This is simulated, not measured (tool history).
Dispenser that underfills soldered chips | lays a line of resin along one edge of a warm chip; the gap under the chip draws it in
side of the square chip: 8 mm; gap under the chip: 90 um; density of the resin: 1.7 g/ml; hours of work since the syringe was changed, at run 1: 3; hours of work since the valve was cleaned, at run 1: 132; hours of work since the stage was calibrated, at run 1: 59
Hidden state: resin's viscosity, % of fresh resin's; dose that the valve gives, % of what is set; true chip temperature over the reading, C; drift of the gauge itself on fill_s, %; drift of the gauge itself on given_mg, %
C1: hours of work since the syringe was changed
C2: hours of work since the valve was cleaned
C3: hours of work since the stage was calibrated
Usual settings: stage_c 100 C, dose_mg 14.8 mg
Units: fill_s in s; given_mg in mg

{"run": 1, "hour": 0.0, "stage_c": 100, "dose_mg": 14.8, "C1": 3, "C2": 132, "C3": 59, "fill_s": 26.4, "given_mg": 13.07}
{"hour": 3.6, "done": "new syringe of resin"}
{"hour": 12.3, "done": "new syringe of resin"}
{"run": 2, "hour": 15.0, "stage_c": 100, "dose_mg": 14.8, "C1": 2, "C2": 141, "C3": 69, "fill_s": 23.5, "given_mg": 13.06}
{"hour": 17.2, "done": "dispensing valve cleaned and set on the balance"}
{"hour": 22.6, "done": "new syringe of resin"}
{"run": 3, "hour": 26.0, "stage_c": 100, "dose_mg": 14.8, "C1": 2, "C2": 6, "C3": 75, "fill_s": 23.2, "given_mg": 14.67}
{"hour": 31.4, "done": "new syringe of resin"}
{"run": 4, "hour": 35.9, "stage_c": 100, "dose_mg": 14.8, "C1": 3, "C2": 12, "C3": 81, "fill_s": 25.0, "given_mg": 14.67}
{"hour": 40.6, "done": "new syringe of resin"}
{"run": 5, "hour": 45.0, "stage_c": 100, "dose_mg": 14.8, "C1": 3, "C2": 18, "C3": 87, "fill_s": 24.3, "given_mg": 14.56}
{"hour": 49.4, "done": "new syringe of resin"}
{"run": 6, "hour": 57.3, "stage_c": 87, "dose_mg": 14.8, "C1": 5, "C2": 26, "C3": 95, "fill_s": 47.3, "given_mg": 14.4}
{"hour": 58.7, "done": "new syringe of resin"}
{"hour": 67.6, "done": "new syringe of resin"}
{"run": 7, "hour": 71.5, "stage_c": 87, "dose_mg": 14.8, "C1": 3, "C2": 35, "C3": 104, "fill_s": 40.9, "given_mg": 14.2}
{"hour": 76.9, "done": "new syringe of resin"}
{"run": 8, "hour": 84.7, "stage_c": 87, "dose_mg": 14.8, "C1": 5, "C2": 43, "C3": 112, "fill_s": 46.1, "given_mg": 14.14}
{"hour": 86.0, "done": "new syringe of resin"}
{"hour": 94.4, "done": "new syringe of resin"}
{"run": 9, "hour": 99.3, "stage_c": 87, "dose_mg": 14.8, "C1": 3, "C2": 52, "C3": 122, "fill_s": 41.4, "given_mg": 14.06}
{"hour": 102.7, "done": "new syringe of resin"}
{"run": 10, "hour": 106.7, "stage_c": 87, "dose_mg": 14.8, "C1": 3, "C2": 57, "C3": 126, "fill_s": 41.3, "given_mg": 14.02}
{"hour": 111.1, "done": "new syringe of resin"}
{"run": 11, "hour": 116.5, "stage_c": 100, "dose_mg": 14.8, "C1": 4, "C2": 63, "C3": 133, "fill_s": 25.5, "given_mg": 14.06}
{"hour": 120.4, "done": "new syringe of resin"}
{"hour": 128.8, "done": "new syringe of resin"}
{"run": 12, "hour": 129.4, "stage_c": 99, "dose_mg": 14.8, "C1": 0, "C2": 71, "C3": 141, "fill_s": 22.8, "given_mg": 13.85}
{"hour": 137.6, "done": "new syringe of resin"}
{"run": 13, "hour": 137.6, "stage_c": 99, "dose_mg": 14.8, "C1": 0, "C2": 76, "C3": 146, "fill_s": 21.5, "given_mg": 13.73}
{"hour": 146.8, "done": "new syringe of resin"}
{"run": 14, "hour": 148.3, "stage_c": 99, "dose_mg": 14.8, "C1": 1, "C2": 83, "C3": 153, "fill_s": 22.2, "given_mg": 13.78}
{"hour": 155.7, "done": "new syringe of resin"}
{"run": 15, "hour": 160.5, "stage_c": 100, "dose_mg": 14.8, "C1": 3, "C2": 91, "C3": 161, "fill_s": 24.6, "given_mg": 13.7}
{"hour": 164.0, "done": "new syringe of resin"}
{"run": 16, "hour": 170.5, "stage_c": 100, "dose_mg": 14.8, "C1": 4, "C2": 97, "C3": 167, "fill_s": 26.7, "given_mg": 13.62}
{"hour": 173.0, "done": "new syringe of resin"}
{"hour": 181.5, "done": "new syringe of resin"}
{"run": 17, "hour": 183.9, "stage_c": 100, "dose_mg": 14.8, "C1": 2, "C2": 106, "C3": 175, "fill_s": 23.1, "given_mg": 13.2}
{"hour": 190.1, "done": "new syringe of resin"}
{"run": 18, "hour": 197.8, "stage_c": 99, "dose_mg": 13.9, "C1": 5, "C2": 115, "C3": 184, "fill_s": 29.2, "given_mg": 12.43}
{"hour": 199.0, "done": "new syringe of resin"}
{"hour": 207.3, "done": "new syringe of resin"}
{"run": 19, "hour": 211.8, "stage_c": 112, "dose_mg": 13.9, "C1": 3, "C2": 124, "C3": 193, "fill_s": 15.5, "given_mg": 12.4}
{"hour": 216.4, "done": "new syringe of resin"}
{"run": 20, "hour": 223.6, "stage_c": 106, "dose_mg": 18.6, "C1": 5, "C2": 131, "C3": 201, "fill_s": 21.1, "given_mg": 16.46}
{"hour": 225.0, "done": "new syringe of resin"}
{"hour": 233.7, "done": "new syringe of resin"}
{"run": 21, "hour": 234.0, "stage_c": 91, "dose_mg": 16.4, "C1": 0, "C2": 138, "C3": 207, "fill_s": 29.6, "given_mg": 14.39}
{"hour": 241.6, "done": "dispensing valve cleaned and set on the balance"}
{"hour": 243.8, "done": "new syringe of resin"}
{"run": 22, "hour": 245.7, "stage_c": 94, "dose_mg": 14.9, "C1": 1, "C2": 3, "C3": 214, "fill_s": 28.4, "given_mg": 14.74}
{"hour": 253.2, "done": "new syringe of resin"}
{"run": 23, "hour": 253.4, "stage_c": 89, "dose_mg": 17.1, "C1": 0, "C2": 7, "C3": 219, "fill_s": 31.4, "given_mg": 16.96}
{"hour": 261.8, "done": "new syringe of resin"}
{"run": 24, "hour": 263.2, "stage_c": 106, "dose_mg": 16.0, "C1": 1, "C2": 14, "C3": 225, "fill_s": 17.3, "given_mg": 15.87}
{"hour": 270.5, "done": "new syringe of resin"}
{"run": 25, "hour": 270.8, "stage_c": 106, "dose_mg": 16.0, "C1": 0, "C2": 18, "C3": 230, "fill_s": 16.1, "given_mg": 15.85}
{"hour": 279.8, "done": "new syringe of resin"}
{"run": 26, "hour": 285.2, "stage_c": 100, "dose_mg": 14.7, "C1": 4, "C2": 28, "C3": 239, "fill_s": 24.7, "given_mg": 14.36}
{"hour": 288.4, "done": "new syringe of resin"}
{"run": 27, "hour": 295.9, "stage_c": 100, "dose_mg": 14.7, "C1": 5, "C2": 34, "C3": 246, "fill_s": 26.8, "given_mg": 14.26}
{"hour": 296.8, "done": "new syringe of resin"}
{"hour": 306.1, "done": "new syringe of resin"}
{"run": 28, "hour": 308.7, "stage_c": 112, "dose_mg": 13.8, "C1": 2, "C2": 43, "C3": 254, "fill_s": 13.7, "given_mg": 13.41}
{"hour": 314.8, "done": "new syringe of resin"}
{"run": 29, "hour": 314.8, "stage_c": 111, "dose_mg": 14.9, "C1": 0, "C2": 46, "C3": 258, "fill_s": 13.1, "given_mg": 14.23}
{"hour": 323.7, "done": "new syringe of resin"}
{"run": 30, "hour": 325.1, "stage_c": 111, "dose_mg": 14.9, "C1": 1, "C2": 53, "C3": 264, "fill_s": 14.3, "given_mg": 14.19}
{"hour": 332.3, "done": "new syringe of resin"}
{"run": 31, "hour": 338.3, "stage_c": 108, "dose_mg": 17.1, "C1": 4, "C2": 61, "C3": 273, "fill_s": 18.4, "given_mg": 16.07}
{"hour": 340.7, "done": "new syringe of resin"}
{"run": 32, "hour": 344.5, "stage_c": 108, "dose_mg": 17.1, "C1": 2, "C2": 65, "C3": 277, "fill_s": 16.9, "given_mg": 16.2}
{"hour": 349.1, "done": "new syringe of resin"}
{"run": 33, "hour": 356.0, "stage_c": 108, "dose_mg": 17.1, "C1": 5, "C2": 73, "C3": 284, "fill_s": 18.4, "given_mg": 16.12}

Hidden state at the last listed run before each entry between runs and at the first one after, where it differs:
Between runs 1 and 2: new syringe of resin (hour 3.6); new syringe of resin (hour 12.3)
  resin's viscosity, % of fresh resin's: 119.7 -> 109.2; dose that the valve gives, % of what is set: 89.02 -> 88.25; true chip temperature over the reading, C: 0.63 -> 0.71
  measured less the result without the state, fill_s: +4.4 -> +2.0 s; given_mg: -1.62 -> -1.74 mg
Between runs 2 and 3: dispensing valve cleaned and set on the balance (hour 17.2); new syringe of resin (hour 22.6)
  resin's viscosity, % of fresh resin's: 109.2 -> 110.1; dose that the valve gives, % of what is set: 88.25 -> 99.35; true chip temperature over the reading, C: 0.71 -> 0.76
  measured less the result without the state, fill_s: +2.0 -> +1.5 s; given_mg: -1.74 -> -0.09 mg
Between runs 3 and 4: new syringe of resin (hour 31.4)
  resin's viscosity, % of fresh resin's: 110.1 -> 117.1; dose that the valve gives, % of what is set: 99.35 -> 98.75; true chip temperature over the reading, C: 0.76 -> 0.8
  measured less the result without the state, fill_s: +1.5 -> +3.0 s; given_mg: -0.09 -> -0.18 mg
Between runs 4 and 5: new syringe of resin (hour 40.6)
  resin's viscosity, % of fresh resin's: 117.1 -> 113.8; dose that the valve gives, % of what is set: 98.75 -> 98.29; true chip temperature over the reading, C: 0.8 -> 0.85
  measured less the result without the state, fill_s: +3.0 -> +2.3 s; given_mg: -0.18 -> -0.25 mg
Between runs 5 and 6: new syringe of resin (hour 49.4)
  resin's viscosity, % of fresh resin's: 113.8 -> 132.2; dose that the valve gives, % of what is set: 98.29 -> 97.59; true chip temperature over the reading, C: 0.85 -> 0.91
  measured less the result without the state, fill_s: +2.3 -> +10.3 s; given_mg: -0.25 -> -0.36 mg
Between runs 6 and 7: new syringe of resin (hour 58.7); new syringe of resin (hour 67.6)
  resin's viscosity, % of fresh resin's: 132.2 -> 115.7; dose that the valve gives, % of what is set: 97.59 -> 96.81; true chip temperature over the reading, C: 0.91 -> 0.97
  measured less the result without the state, fill_s: +10.3 -> +4.2 s; given_mg: -0.36 -> -0.47 mg
Between runs 7 and 8: new syringe of resin (hour 76.9)
  resin's viscosity, % of fresh resin's: 115.7 -> 132.3; dose that the valve gives, % of what is set: 96.81 -> 96.05; true chip temperature over the reading, C: 0.97 -> 1.03
  measured less the result without the state, fill_s: +4.2 -> +9.8 s; given_mg: -0.47 -> -0.59 mg
Between runs 8 and 9: new syringe of resin (hour 86.0); new syringe of resin (hour 94.4)
  resin's viscosity, % of fresh resin's: 132.3 -> 117.8; dose that the valve gives, % of what is set: 96.05 -> 95.31; true chip temperature over the reading, C: 1.03 -> 1.1
  measured less the result without the state, fill_s: +9.8 -> +5.0 s; given_mg: -0.59 -> -0.69 mg
Between runs 9 and 10: new syringe of resin (hour 102.7)
  resin's viscosity, % of fresh resin's: 117.8 -> 116.8; dose that the valve gives, % of what is set: 95.31 -> 94.89; true chip temperature over the reading, C: 1.1 -> 1.13
  measured less the result without the state, fill_s: +5.0 -> +4.5 s; given_mg: -0.69 -> -0.75 mg
Between runs 10 and 11: new syringe of resin (hour 111.1)
  resin's viscosity, % of fresh resin's: 116.8 -> 121.2; dose that the valve gives, % of what is set: 94.89 -> 94.35; true chip temperature over the reading, C: 1.13 -> 1.19
  measured less the result without the state, fill_s: +4.5 -> +3.6 s; given_mg: -0.75 -> -0.84 mg
Between runs 11 and 12: new syringe of resin (hour 120.4); new syringe of resin (hour 128.8)
  resin's viscosity, % of fresh resin's: 121.2 -> 102.8; dose that the valve gives, % of what is set: 94.35 -> 93.67; true chip temperature over the reading, C: 1.19 -> 1.25
  measured less the result without the state, fill_s: +3.6 -> -0.2 s; given_mg: -0.84 -> -0.94 mg
Between runs 12 and 13: new syringe of resin (hour 137.6)
  resin's viscosity, % of fresh resin's: 102.8 -> 99.6; dose that the valve gives, % of what is set: 93.67 -> 93.21; true chip temperature over the reading, C: 1.25 -> 1.29
  measured less the result without the state, fill_s: -0.2 -> -0.9 s; given_mg: -0.94 -> -1.01 mg
Between runs 13 and 14: new syringe of resin (hour 146.8)
  resin's viscosity, % of fresh resin's: 99.6 -> 104.9; dose that the valve gives, % of what is set: 93.21 -> 92.62; true chip temperature over the reading, C: 1.29 -> 1.35
  measured less the result without the state, fill_s: -0.9 -> +0.2 s; given_mg: -1.01 -> -1.09 mg
Between runs 14 and 15: new syringe of resin (hour 155.7)
  resin's viscosity, % of fresh resin's: 104.9 -> 117.4; dose that the valve gives, % of what is set: 92.62 -> 91.92; true chip temperature over the reading, C: 1.35 -> 1.41
  measured less the result without the state, fill_s: +0.2 -> +2.8 s; given_mg: -1.09 -> -1.20 mg
Between runs 15 and 16: new syringe of resin (hour 164.0)
  resin's viscosity, % of fresh resin's: 117.4 -> 126; dose that the valve gives, % of what is set: 91.92 -> 91.34; true chip temperature over the reading, C: 1.41 -> 1.46
  measured less the result without the state, fill_s: +2.8 -> +4.7 s; given_mg: -1.20 -> -1.29 mg
Between runs 16 and 17: new syringe of resin (hour 173.0); new syringe of resin (hour 181.5)
  resin's viscosity, % of fresh resin's: 126 -> 110.9; dose that the valve gives, % of what is set: 91.34 -> 90.65; true chip temperature over the reading, C: 1.46 -> 1.53
  measured less the result without the state, fill_s: +4.7 -> +1.5 s; given_mg: -1.29 -> -1.37 mg
Between runs 17 and 18: new syringe of resin (hour 190.1)
  resin's viscosity, % of fresh resin's: 110.9 -> 131.4; dose that the valve gives, % of what is set: 90.65 -> 89.85; true chip temperature over the reading, C: 1.53 -> 1.59
  measured less the result without the state, fill_s: +1.5 -> +6.2 s; given_mg: -1.37 -> -1.40 mg
Between runs 18 and 19: new syringe of resin (hour 199.0); new syringe of resin (hour 207.3)
  resin's viscosity, % of fresh resin's: 131.4 -> 116.8; dose that the valve gives, % of what is set: 89.85 -> 89.07; true chip temperature over the reading, C: 1.59 -> 1.67
  measured less the result without the state, fill_s: +6.2 -> +1.9 s; given_mg: -1.40 -> -1.53 mg
Between runs 19 and 20: new syringe of resin (hour 216.4)
  resin's viscosity, % of fresh resin's: 116.8 -> 129.4; dose that the valve gives, % of what is set: 89.07 -> 88.41; true chip temperature over the reading, C: 1.67 -> 1.74
  measured less the result without the state, fill_s: +1.9 -> +3.8 s; given_mg: -1.53 -> -2.16 mg
Between runs 20 and 21: new syringe of resin (hour 225.0); new syringe of resin (hour 233.7)
  resin's viscosity, % of fresh resin's: 129.4 -> 101.5; dose that the valve gives, % of what is set: 88.41 -> 87.84; true chip temperature over the reading, C: 1.74 -> 1.78
  measured less the result without the state, fill_s: +3.8 -> -1.3 s; given_mg: -2.16 -> -2.00 mg
Between runs 21 and 22: dispensing valve cleaned and set on the balance (hour 241.6); new syringe of resin (hour 243.8)
  resin's viscosity, % of fresh resin's: 101.5 -> 109; dose that the valve gives, % of what is set: 87.84 -> 100.01; true chip temperature over the reading, C: 1.78 -> 1.83
  measured less the result without the state, fill_s: -1.3 -> +0.4 s; given_mg: -2.00 -> +0.00 mg
Between runs 22 and 23: new syringe of resin (hour 253.2)
  resin's viscosity, % of fresh resin's: 109 -> 101.6; dose that the valve gives, % of what is set: 100.01 -> 99.63; true chip temperature over the reading, C: 1.83 -> 1.87
  measured less the result without the state, fill_s: +0.4 -> -2.0 s; given_mg: +0.00 -> -0.06 mg
Between runs 23 and 24: new syringe of resin (hour 261.8)
  resin's viscosity, % of fresh resin's: 101.6 -> 104.6; dose that the valve gives, % of what is set: 99.63 -> 99.06; true chip temperature over the reading, C: 1.87 -> 1.92
  measured less the result without the state, fill_s: -2.0 -> -0.4 s; given_mg: -0.06 -> -0.15 mg
Between runs 24 and 25: new syringe of resin (hour 270.5)
  resin's viscosity, % of fresh resin's: 104.6 -> 98.8; dose that the valve gives, % of what is set: 99.06 -> 98.65; true chip temperature over the reading, C: 1.92 -> 1.95
  measured less the result without the state, fill_s: -0.4 -> -1.3 s; given_mg: -0.15 -> -0.22 mg
Between runs 25 and 26: new syringe of resin (hour 279.8)
  resin's viscosity, % of fresh resin's: 98.8 -> 120.3; dose that the valve gives, % of what is set: 98.65 -> 97.83; true chip temperature over the reading, C: 1.95 -> 2.03
  measured less the result without the state, fill_s: -1.3 -> +2.5 s; given_mg: -0.22 -> -0.32 mg
Between runs 26 and 27: new syringe of resin (hour 288.4)
  resin's viscosity, % of fresh resin's: 120.3 -> 132.5; dose that the valve gives, % of what is set: 97.83 -> 97.26; true chip temperature over the reading, C: 2.03 -> 2.09
  measured less the result without the state, fill_s: +2.5 -> +5.1 s; given_mg: -0.32 -> -0.40 mg
Between runs 27 and 28: new syringe of resin (hour 296.8); new syringe of resin (hour 306.1)
  resin's viscosity, % of fresh resin's: 132.5 -> 108.5; dose that the valve gives, % of what is set: 97.26 -> 96.58; true chip temperature over the reading, C: 2.09 -> 2.16
  measured less the result without the state, fill_s: +5.1 -> +0.2 s; given_mg: -0.40 -> -0.47 mg
Between runs 28 and 29: new syringe of resin (hour 314.8)
  resin's viscosity, % of fresh resin's: 108.5 -> 99.1; dose that the valve gives, % of what is set: 96.58 -> 96.22; true chip temperature over the reading, C: 2.16 -> 2.18
  measured less the result without the state, fill_s: +0.2 -> -1.1 s; given_mg: -0.47 -> -0.55 mg
Between runs 29 and 30: new syringe of resin (hour 323.7)
  resin's viscosity, % of fresh resin's: 99.1 -> 105.6; dose that the valve gives, % of what is set: 96.22 -> 95.68; true chip temperature over the reading, C: 2.18 -> 2.24
  measured less the result without the state, fill_s: -1.1 -> -0.3 s; given_mg: -0.55 -> -0.64 mg
Between runs 30 and 31: new syringe of resin (hour 332.3)
  resin's viscosity, % of fresh resin's: 105.6 -> 123.1; dose that the valve gives, % of what is set: 95.68 -> 94.99; true chip temperature over the reading, C: 2.24 -> 2.3
  measured less the result without the state, fill_s: -0.3 -> +2.2 s; given_mg: -0.64 -> -0.86 mg
Between runs 31 and 32: new syringe of resin (hour 340.7)
  resin's viscosity, % of fresh resin's: 123.1 -> 114; dose that the valve gives, % of what is set: 94.99 -> 94.64; true chip temperature over the reading, C: 2.3 -> 2.33
  measured less the result without the state, fill_s: +2.2 -> +0.8 s; given_mg: -0.86 -> -0.92 mg
Between runs 32 and 33: new syringe of resin (hour 349.1)
  resin's viscosity, % of fresh resin's: 114 -> 127.2; dose that the valve gives, % of what is set: 94.64 -> 94.02; true chip temperature over the reading, C: 2.33 -> 2.39
  measured less the result without the state, fill_s: +0.8 -> +2.7 s; given_mg: -0.92 -> -1.02 mg

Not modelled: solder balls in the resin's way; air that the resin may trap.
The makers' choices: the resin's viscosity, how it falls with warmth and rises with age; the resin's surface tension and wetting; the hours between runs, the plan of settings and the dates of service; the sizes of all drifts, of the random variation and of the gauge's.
